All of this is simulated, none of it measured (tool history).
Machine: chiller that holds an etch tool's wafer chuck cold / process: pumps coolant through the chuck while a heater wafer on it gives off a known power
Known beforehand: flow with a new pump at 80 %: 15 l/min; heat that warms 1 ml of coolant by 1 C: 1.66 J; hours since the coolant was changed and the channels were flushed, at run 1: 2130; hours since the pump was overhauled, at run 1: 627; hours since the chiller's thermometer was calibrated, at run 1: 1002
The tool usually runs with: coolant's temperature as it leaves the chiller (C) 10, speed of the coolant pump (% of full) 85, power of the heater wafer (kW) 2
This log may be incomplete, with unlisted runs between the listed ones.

run	hour	coolant's temperature as it leaves the chiller (C)	speed of the coolant pump (% of full)	power of the heater wafer (kW)	hours since the coolant was changed and the channels were flushed	hours since the pump was overhauled	hours since the chiller's thermometer was calibrated	chuck's temperature once it has settled (C)	how much warmer the coolant comes back (C)
1	0	10	85	2	2130	627	1002	22	4.53
2	92.2	10	96	2	2222	719	1095	20.9	4.02
3	168.8	10	96	2	2299	795	1171	20.9	4
4	258.3	10	96	2	2388	885	1261	20.8	4.04
5	337.8	10	96	2	2468	964	1340	21	4.1
6	433.5	19	85	2	2563	1060	1436	30.9	4.68
7	477.4	19	85	2	2607	1104	1480	31.1	4.68
8	539.3	10	85	2	2669	1166	1542	21.9	4.69
9	590.3	10	85	2.67	2720	1217	1593	26	6.24
10	637.3	10	85	1.657	2767	1264	1640	19.8	3.95
11	732.9	10	85	1.657	2863	1359	1735	19.7	3.95
12	774.2	10	85	1.657	2904	1401	1777	20	4
13	867.9	15	85	2	2998	1494	1870	26.9	4.82
14	933.2	15	85	2	3063	1560	1936	26.9	4.81
15	982.1	15	85	2	3112	1609	1984	27.1	4.91
16	1046.9	15	85	2	3177	1673	2049	26.9	4.87
17	1096.5	15	85	2	3226	1723	2099	27	4.86

Forecast run 18:
# hour 1136.2: gauge calibrated
18	1163.9	15	85	2	3294	1791	2166	?	?

Run 18 produced chuck's temperature once it has settled (C) 27, how much warmer the coolant comes back (C) 4.52.
Without the tool's hidden state the same run would have given chuck's temperature once it has settled (C) 26.9, how much warmer the coolant comes back (C) 4.5.
